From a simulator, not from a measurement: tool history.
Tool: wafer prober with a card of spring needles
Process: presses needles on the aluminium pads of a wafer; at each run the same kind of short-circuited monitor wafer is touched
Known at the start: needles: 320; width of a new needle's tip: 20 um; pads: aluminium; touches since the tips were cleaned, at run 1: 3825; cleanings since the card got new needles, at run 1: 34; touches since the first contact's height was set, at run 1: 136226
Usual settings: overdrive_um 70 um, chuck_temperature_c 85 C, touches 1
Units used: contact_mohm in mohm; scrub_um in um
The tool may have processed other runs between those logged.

| run | day | overdrive_um | chuck_temperature_c | touches | touches since the tips were cleaned | cleanings since the card got new needles | touches since the first contact's height was set | contact_mohm | scrub_um |
|---|---|---|---|---|---|---|---|---|---|
| 1 | 0.000 | 70 | 85 | 1 | 3825 | 34 | 136226 | 324 | 17.76 |
|  | 0.333 | tips cleaned on abrasive film |
|  | 0.771 | tips cleaned on abrasive film |
|  | 1.321 | tips cleaned on abrasive film |
| 2 | 1.400 | 70 | 85 | 1 | 1363 | 37 | 160616 | 306 | 17.73 |
|  | 1.842 | tips cleaned on abrasive film |
|  | 2.071 | height of the first contact set anew |
|  | 2.404 | tips cleaned on abrasive film |
| 3 | 2.746 | 70 | 85 | 1 | 5998 | 39 | 11754 | 322 | 18.03 |
|  | 2.858 | tips cleaned on abrasive film |
|  | 3.408 | tips cleaned on abrasive film |
|  | 3.846 | tips cleaned on abrasive film |
|  | 4.396 | tips cleaned on abrasive film |
|  | 4.946 | tips cleaned on abrasive film |
|  | 5.496 | tips cleaned on abrasive film |
| 4 | 5.521 | 70 | 85 | 1 | 383 | 45 | 60113 | 302 | 17.91 |
|  | 5.958 | tips cleaned on abrasive film |
|  | 6.508 | tips cleaned on abrasive film |
|  | 7.058 | tips cleaned on abrasive film |
| 5 | 7.275 | 70 | 85 | 1 | 3781 | 48 | 90759 | 321 | 17.85 |
|  | 7.604 | tips cleaned on abrasive film |
|  | 8.154 | tips cleaned on abrasive film |
|  | 8.704 | tips cleaned on abrasive film |
| 6 | 8.900 | 70 | 92 | 1 | 3408 | 51 | 119113 | 323 | 17.84 |
|  | 9.229 | tips cleaned on abrasive film |
|  | 9.671 | tips cleaned on abrasive film |
|  | 10.221 | tips cleaned on abrasive film |
|  | 10.771 | tips cleaned on abrasive film |
|  | 11.321 | tips cleaned on abrasive film |
| 7 | 11.358 | 70 | 92 | 1 | 627 | 56 | 161954 | 308 | 17.72 |
|  | 11.796 | tips cleaned on abrasive film |
|  | 11.921 | height of the first contact set anew |
|  | 12.358 | tips cleaned on abrasive film |
|  | 12.908 | tips cleaned on abrasive film |
|  | 13.458 | tips cleaned on abrasive film |
| 8 | 13.888 | 70 | 92 | 1 | 7512 | 60 | 34376 | 329 | 17.92 |
|  | 14.000 | tips cleaned on abrasive film |
|  | 14.550 | tips cleaned on abrasive film |
|  | 14.992 | tips cleaned on abrasive film |
|  | 15.542 | tips cleaned on abrasive film |
|  | 16.092 | tips cleaned on abrasive film |
|  | 16.617 | tips cleaned on abrasive film |
| 9 | 16.617 | 70 | 92 | 1 | 0 | 66 | 81902 | 294 | 17.80 |
|  | 17.054 | tips cleaned on abrasive film |
|  | 17.604 | tips cleaned on abrasive film |
|  | 18.154 | tips cleaned on abrasive film |
|  | 18.596 | tips cleaned on abrasive film |
| 10 | 18.846 | 70 | 92 | 1 | 4424 | 70 | 120866 | 330 | 17.80 |
|  | 19.071 | tips cleaned on abrasive film |
|  | 19.621 | tips cleaned on abrasive film |
|  | 20.171 | tips cleaned on abrasive film |
|  | 20.721 | tips cleaned on abrasive film |
|  | 21.271 | tips cleaned on abrasive film |
| 11 | 21.529 | 70 | 92 | 1 | 4549 | 75 | 167630 | 331 | 17.72 |
|  | 21.750 | tips cleaned on abrasive film |
|  | 21.762 | height of the first contact set anew |
|  | 22.312 | tips cleaned on abrasive film |
|  | 22.862 | tips cleaned on abrasive film |
|  | 23.375 | tips cleaned on abrasive film |
| 12 | 23.375 | 70 | 92 | 1 | 0 | 79 | 28127 | 301 | 17.88 |
|  | 23.925 | tips cleaned on abrasive film |
|  | 24.475 | tips cleaned on abrasive film |
|  | 25.025 | tips cleaned on abrasive film |
|  | 25.546 | tips cleaned on abrasive film |
| 13 | 25.546 | 70 | 85 | 1 | 0 | 83 | 66016 | 296 | 17.93 |
|  | 26.096 | tips cleaned on abrasive film |
|  | 26.646 | tips cleaned on abrasive film |
| 14 | 27.054 | 80 | 85 | 2 | 7162 | 85 | 92367 | 311 | 20.56 |
|  | 27.167 | tips cleaned on abrasive film |
|  | 27.608 | tips cleaned on abrasive film |
|  | 28.158 | tips cleaned on abrasive film |
|  | 28.600 | tips cleaned on abrasive film |
| 15 | 29.029 | 80 | 43 | 2 | 7574 | 89 | 126805 | 301 | 20.37 |
|  | 29.142 | tips cleaned on abrasive film |
|  | 29.583 | tips cleaned on abrasive film |
|  | 30.133 | tips cleaned on abrasive film |
|  | 30.683 | tips cleaned on abrasive film |
|  | 31.125 | tips cleaned on abrasive film |
| 16 | 31.167 | 80 | 43 | 2 | 734 | 94 | 163997 | 283 | 20.32 |
|  | 31.604 | tips cleaned on abrasive film |
|  | 31.617 | height of the first contact set anew |
|  | 32.058 | tips cleaned on abrasive film |
|  | 32.608 | tips cleaned on abrasive film |
|  | 33.158 | tips cleaned on abrasive film |
|  | 33.708 | tips cleaned on abrasive film |
| 17 | 34.000 | 80 | 43 | 2 | 5104 | 99 | 41563 | 299 | 20.52 |
|  | 34.221 | tips cleaned on abrasive film |
|  | 34.662 | tips cleaned on abrasive film |
|  | 35.104 | tips cleaned on abrasive film |
|  | 35.654 | tips cleaned on abrasive film |
| 18 | 35.762 | 70 | 48 | 3 | 1908 | 103 | 72254 | 297 | 17.92 |
|  | 36.200 | tips cleaned on abrasive film |
|  | 36.750 | tips cleaned on abrasive film |
|  | 37.192 | tips cleaned on abrasive film |
|  | 37.742 | tips cleaned on abrasive film |
| 19 | 37.775 | 70 | 48 | 3 | 584 | 107 | 107377 | 284 | 17.91 |
|  | 38.217 | tips cleaned on abrasive film |
|  | 38.658 | tips cleaned on abrasive film |
|  | 39.208 | tips cleaned on abrasive film |
| 20 | 39.550 | 70 | 85 | 2 | 6025 | 110 | 138348 | 316 | 17.74 |
|  | 39.662 | tips cleaned on abrasive film |
|  | 40.104 | tips cleaned on abrasive film |
|  | 40.542 | tips cleaned on abrasive film |
|  | 41.092 | tips cleaned on abrasive film |
| 21 | 41.162 | 70 | 82 | 2 | 1249 | 114 | 166459 | 302 | 17.72 |
|  | 41.504 | height of the first contact set anew |
|  | 41.617 | tips cleaned on abrasive film |
|  | 42.167 | tips cleaned on abrasive film |
|  | 42.717 | tips cleaned on abrasive film |
| 22 | 42.779 | 70 | 82 | 2 | 1070 | 117 | 22178 | 305 | 17.98 |
|  | 43.221 | tips cleaned on abrasive film |
|  | 43.658 | tips cleaned on abrasive film |
|  | 44.208 | tips cleaned on abrasive film |
|  | 44.758 | tips cleaned on abrasive film |
| 23 | 45.138 | 70 | 82 | 2 | 6652 | 121 | 63370 | 319 | 17.91 |
|  | 45.250 | tips cleaned on abrasive film |
|  | 45.800 | tips cleaned on abrasive film |
|  | 46.350 | tips cleaned on abrasive film |
|  | 46.900 | tips cleaned on abrasive film |
|  | 47.342 | tips cleaned on abrasive film |
| 24 | 47.396 | 90 | 124 | 1 | 995 | 126 | 102743 | 314 | 22.93 |
|  | 47.838 | tips cleaned on abrasive film |
|  | 48.388 | tips cleaned on abrasive film |
|  | 48.829 | tips cleaned on abrasive film |
|  | 49.379 | tips cleaned on abrasive film |
|  | 49.929 | tips cleaned on abrasive film |
| 25 | 50.125 | 70 | 38 | 1 | 3458 | 131 | 150336 | 312 | 17.79 |
|  | 50.458 | tips cleaned on abrasive film |
|  | 50.896 | tips cleaned on abrasive film |
|  | 51.346 | height of the first contact set anew |
|  | 51.433 | tips cleaned on abrasive film |
| 26 | 51.433 | 70 | 38 | 1 | 0 | 134 | 1444 | 282 | 18.04 |

What differs in the tool's unlogged condition from the final listed run ahead of each entry between runs to the first listed run following it?
After run 1, before run 2: tips cleaned on abrasive film (day 0.333); tips cleaned on abrasive film (day 0.771); tips cleaned on abrasive film (day 1.321)
  debris on the tips, nm: 50 -> 23.6; way that the needles fall short of the set height, um: 0.88 -> 1.07; tips' diameter, um: 20.69 -> 20.76
  measured value less the no-hidden-state value, contact_mohm: +30 -> +14 mohm; scrub_um: -0.23 -> -0.28 um
After run 2, before run 3: tips cleaned on abrasive film (day 1.842); height of the first contact set anew (day 2.071); tips cleaned on abrasive film (day 2.404)
  debris on the tips, nm: 23.6 -> 54.3; way that the needles fall short of the set height, um: 1.07 -> 0.05; tips' diameter, um: 20.76 -> 20.79
  measured value less the no-hidden-state value, contact_mohm: +14 -> +31 mohm; scrub_um: -0.28 -> -0.01 um
After run 3, before run 4: tips cleaned on abrasive film (day 2.858); tips cleaned on abrasive film (day 3.408); tips cleaned on abrasive film (day 3.846); tips cleaned on abrasive film (day 4.396); tips cleaned on abrasive film (day 4.946); tips cleaned on abrasive film (day 5.496)
  debris on the tips, nm: 54.3 -> 10; way that the needles fall short of the set height, um: 0.05 -> 0.43; tips' diameter, um: 20.79 -> 20.92
  measured value less the no-hidden-state value, contact_mohm: +31 -> +7 mohm; scrub_um: -0.01 -> -0.11 um
After run 4, before run 5: tips cleaned on abrasive film (day 5.958); tips cleaned on abrasive film (day 6.508); tips cleaned on abrasive film (day 7.058)
  debris on the tips, nm: 10 -> 46.6; way that the needles fall short of the set height, um: 0.43 -> 0.6; tips' diameter, um: 20.92 -> 20.98
  measured value less the no-hidden-state value, contact_mohm: +7 -> +28 mohm; scrub_um: -0.11 -> -0.16 um
After run 5, before run 6: tips cleaned on abrasive film (day 7.604); tips cleaned on abrasive film (day 8.154); tips cleaned on abrasive film (day 8.704)
  debris on the tips, nm: 46.6 -> 45.7; way that the needles fall short of the set height, um: 0.6 -> 0.75; tips' diameter, um: 20.98 -> 21.04
  measured value less the no-hidden-state value, contact_mohm: +28 -> +28 mohm; scrub_um: -0.16 -> -0.19 um
After run 6, before run 7: tips cleaned on abrasive film (day 9.229); tips cleaned on abrasive film (day 9.671); tips cleaned on abrasive film (day 10.221); tips cleaned on abrasive film (day 10.771); tips cleaned on abrasive film (day 11.321)
  debris on the tips, nm: 45.7 -> 15.6; way that the needles fall short of the set height, um: 0.75 -> 1.03; tips' diameter, um: 21.04 -> 21.14
  measured value less the no-hidden-state value, contact_mohm: +28 -> +10 mohm; scrub_um: -0.19 -> -0.27 um
After run 7, before run 8: tips cleaned on abrasive film (day 11.796); height of the first contact set anew (day 11.921); tips cleaned on abrasive film (day 12.358); tips cleaned on abrasive film (day 12.908); tips cleaned on abrasive film (day 13.458)
  debris on the tips, nm: 15.6 -> 59.7; way that the needles fall short of the set height, um: 1.03 -> 0.19; tips' diameter, um: 21.14 -> 21.22
  measured value less the no-hidden-state value, contact_mohm: +10 -> +36 mohm; scrub_um: -0.27 -> -0.05 um
After run 8, before run 9: tips cleaned on abrasive film (day 14.000); tips cleaned on abrasive film (day 14.550); tips cleaned on abrasive film (day 14.992); tips cleaned on abrasive film (day 15.542); tips cleaned on abrasive film (day 16.092); tips cleaned on abrasive film (day 16.617)
  debris on the tips, nm: 59.7 -> 3.6; way that the needles fall short of the set height, um: 0.19 -> 0.55; tips' diameter, um: 21.22 -> 21.35
  measured value less the no-hidden-state value, contact_mohm: +36 -> +3 mohm; scrub_um: -0.05 -> -0.14 um
After run 9, before run 10: tips cleaned on abrasive film (day 17.054); tips cleaned on abrasive film (day 17.604); tips cleaned on abrasive film (day 18.154); tips cleaned on abrasive film (day 18.596)
  debris on the tips, nm: 3.6 -> 52.1; way that the needles fall short of the set height, um: 0.55 -> 0.79; tips' diameter, um: 21.35 -> 21.43
  measured value less the no-hidden-state value, contact_mohm: +3 -> +33 mohm; scrub_um: -0.14 -> -0.20 um
After run 10, before run 11: tips cleaned on abrasive film (day 19.071); tips cleaned on abrasive film (day 19.621); tips cleaned on abrasive film (day 20.171); tips cleaned on abrasive film (day 20.721); tips cleaned on abrasive film (day 21.271)
  debris on the tips, nm: 52.1 -> 49.8; way that the needles fall short of the set height, um: 0.79 -> 1.1; tips' diameter, um: 21.43 -> 21.54
  measured value less the no-hidden-state value, contact_mohm: +33 -> +32 mohm; scrub_um: -0.20 -> -0.28 um
After run 11, before run 12: tips cleaned on abrasive film (day 21.750); height of the first contact set anew (day 21.762); tips cleaned on abrasive film (day 22.312); tips cleaned on abrasive film (day 22.862); tips cleaned on abrasive film (day 23.375)
  debris on the tips, nm: 49.8 -> 2.5; way that the needles fall short of the set height, um: 1.1 -> 0.17; tips' diameter, um: 21.54 -> 21.62
  measured value less the no-hidden-state value, contact_mohm: +32 -> +2 mohm; scrub_um: -0.28 -> -0.04 um
After run 12, before run 13: tips cleaned on abrasive film (day 23.925); tips cleaned on abrasive film (day 24.475); tips cleaned on abrasive film (day 25.025); tips cleaned on abrasive film (day 25.546)
  debris on the tips, nm: 2.5 -> 3.5; way that the needles fall short of the set height, um: 0.17 -> 0.46; tips' diameter, um: 21.62 -> 21.72
  measured value less the no-hidden-state value, contact_mohm: +2 -> +4 mohm; scrub_um: -0.04 -> -0.11 um
After run 13, before run 14: tips cleaned on abrasive film (day 26.096); tips cleaned on abrasive film (day 26.646)
  debris on the tips, nm: 3.5 -> 61; way that the needles fall short of the set height, um: 0.46 -> 0.56; tips' diameter, um: 21.72 -> 21.76
  measured value less the no-hidden-state value, contact_mohm: +4 -> +19 mohm; scrub_um: -0.11 -> -0.15 um
After run 14, before run 15: tips cleaned on abrasive film (day 27.167); tips cleaned on abrasive film (day 27.608); tips cleaned on abrasive film (day 28.158); tips cleaned on abrasive film (day 28.600)
  debris on the tips, nm: 61 -> 59.7; way that the needles fall short of the set height, um: 0.56 -> 0.82; tips' diameter, um: 21.76 -> 21.85
  measured value less the no-hidden-state value, contact_mohm: +19 -> +20 mohm; scrub_um: -0.15 -> -0.21 um
After run 15, before run 16: tips cleaned on abrasive film (day 29.142); tips cleaned on abrasive film (day 29.583); tips cleaned on abrasive film (day 30.133); tips cleaned on abrasive film (day 30.683); tips cleaned on abrasive film (day 31.125)
  debris on the tips, nm: 59.7 -> 20.1; way that the needles fall short of the set height, um: 0.82 -> 1.1; tips' diameter, um: 21.85 -> 21.95
  measured value less the no-hidden-state value, contact_mohm: +20 -> +8 mohm; scrub_um: -0.21 -> -0.28 um
After run 16, before run 17: tips cleaned on abrasive film (day 31.604); height of the first contact set anew (day 31.617); tips cleaned on abrasive film (day 32.058); tips cleaned on abrasive film (day 32.608); tips cleaned on abrasive film (day 33.158); tips cleaned on abrasive film (day 33.708)
  debris on the tips, nm: 20.1 -> 52.5; way that the needles fall short of the set height, um: 1.1 -> 0.22; tips' diameter, um: 21.95 -> 22.04
  measured value less the no-hidden-state value, contact_mohm: +8 -> +18 mohm; scrub_um: -0.28 -> -0.05 um
After run 17, before run 18: tips cleaned on abrasive film (day 34.221); tips cleaned on abrasive film (day 34.662); tips cleaned on abrasive film (day 35.104); tips cleaned on abrasive film (day 35.654)
  debris on the tips, nm: 52.5 -> 36.2; way that the needles fall short of the set height, um: 0.22 -> 0.46; tips' diameter, um: 22.04 -> 22.13
  measured value less the no-hidden-state value, contact_mohm: +18 -> +10 mohm; scrub_um: -0.05 -> -0.12 um
After run 18, before run 19: tips cleaned on abrasive film (day 36.200); tips cleaned on abrasive film (day 36.750); tips cleaned on abrasive film (day 37.192); tips cleaned on abrasive film (day 37.742)
  debris on the tips, nm: 36.2 -> 16.5; way that the needles fall short of the set height, um: 0.46 -> 0.73; tips' diameter, um: 22.13 -> 22.22
  measured value less the no-hidden-state value, contact_mohm: +10 -> +5 mohm; scrub_um: -0.12 -> -0.19 um
After run 19, before run 20: tips cleaned on abrasive film (day 38.217); tips cleaned on abrasive film (day 38.658); tips cleaned on abrasive film (day 39.208)
  debris on the tips, nm: 16.5 -> 57.1; way that the needles fall short of the set height, um: 0.73 -> 0.88; tips' diameter, um: 22.22 -> 22.28
  measured value less the no-hidden-state value, contact_mohm: +5 -> +24 mohm; scrub_um: -0.19 -> -0.22 um
After run 20, before run 21: tips cleaned on abrasive film (day 39.662); tips cleaned on abrasive film (day 40.104); tips cleaned on abrasive film (day 40.542); tips cleaned on abrasive film (day 41.092)
  debris on the tips, nm: 57.1 -> 21.9; way that the needles fall short of the set height, um: 0.88 -> 1.13; tips' diameter, um: 22.28 -> 22.36
  measured value less the no-hidden-state value, contact_mohm: +24 -> +11 mohm; scrub_um: -0.22 -> -0.29 um
After run 21, before run 22: height of the first contact set anew (day 41.504); tips cleaned on abrasive film (day 41.617); tips cleaned on abrasive film (day 42.167); tips cleaned on abrasive film (day 42.717)
  debris on the tips, nm: 21.9 -> 25.3; way that the needles fall short of the set height, um: 1.13 -> 0.18; tips' diameter, um: 22.36 -> 22.43
  measured value less the no-hidden-state value, contact_mohm: +11 -> +12 mohm; scrub_um: -0.29 -> -0.04 um
After run 22, before run 23: tips cleaned on abrasive film (day 43.221); tips cleaned on abrasive film (day 43.658); tips cleaned on abrasive film (day 44.208); tips cleaned on abrasive film (day 44.758)
  debris on the tips, nm: 25.3 -> 58.4; way that the needles fall short of the set height, um: 0.18 -> 0.41; tips' diameter, um: 22.43 -> 22.51
  measured value less the no-hidden-state value, contact_mohm: +12 -> +25 mohm; scrub_um: -0.04 -> -0.11 um
After run 23, before run 24: tips cleaned on abrasive film (day 45.250); tips cleaned on abrasive film (day 45.800); tips cleaned on abrasive film (day 46.350); tips cleaned on abrasive film (day 46.900); tips cleaned on abrasive film (day 47.342)
  debris on the tips, nm: 58.4 -> 21.4; way that the needles fall short of the set height, um: 0.41 -> 0.72; tips' diameter, um: 22.51 -> 22.62
  measured value less the no-hidden-state value, contact_mohm: +25 -> +10 mohm; scrub_um: -0.11 -> -0.18 um
After run 24, before run 25: tips cleaned on abrasive film (day 47.838); tips cleaned on abrasive film (day 48.388); tips cleaned on abrasive film (day 48.829); tips cleaned on abrasive film (day 49.379); tips cleaned on abrasive film (day 49.929)
  debris on the tips, nm: 21.4 -> 47.3; way that the needles fall short of the set height, um: 0.72 -> 1.03; tips' diameter, um: 22.62 -> 22.73
  measured value less the no-hidden-state value, contact_mohm: +10 -> +36 mohm; scrub_um: -0.18 -> -0.27 um
After run 25, before run 26: tips cleaned on abrasive film (day 50.458); tips cleaned on abrasive film (day 50.896); height of the first contact set anew (day 51.346); tips cleaned on abrasive film (day 51.433)
  debris on the tips, nm: 47.3 -> 3.1; way that the needles fall short of the set height, um: 1.03 -> 0.08; tips' diameter, um: 22.73 -> 22.8
  measured value less the no-hidden-state value, contact_mohm: +36 -> +4 mohm; scrub_um: -0.27 -> -0.02 um

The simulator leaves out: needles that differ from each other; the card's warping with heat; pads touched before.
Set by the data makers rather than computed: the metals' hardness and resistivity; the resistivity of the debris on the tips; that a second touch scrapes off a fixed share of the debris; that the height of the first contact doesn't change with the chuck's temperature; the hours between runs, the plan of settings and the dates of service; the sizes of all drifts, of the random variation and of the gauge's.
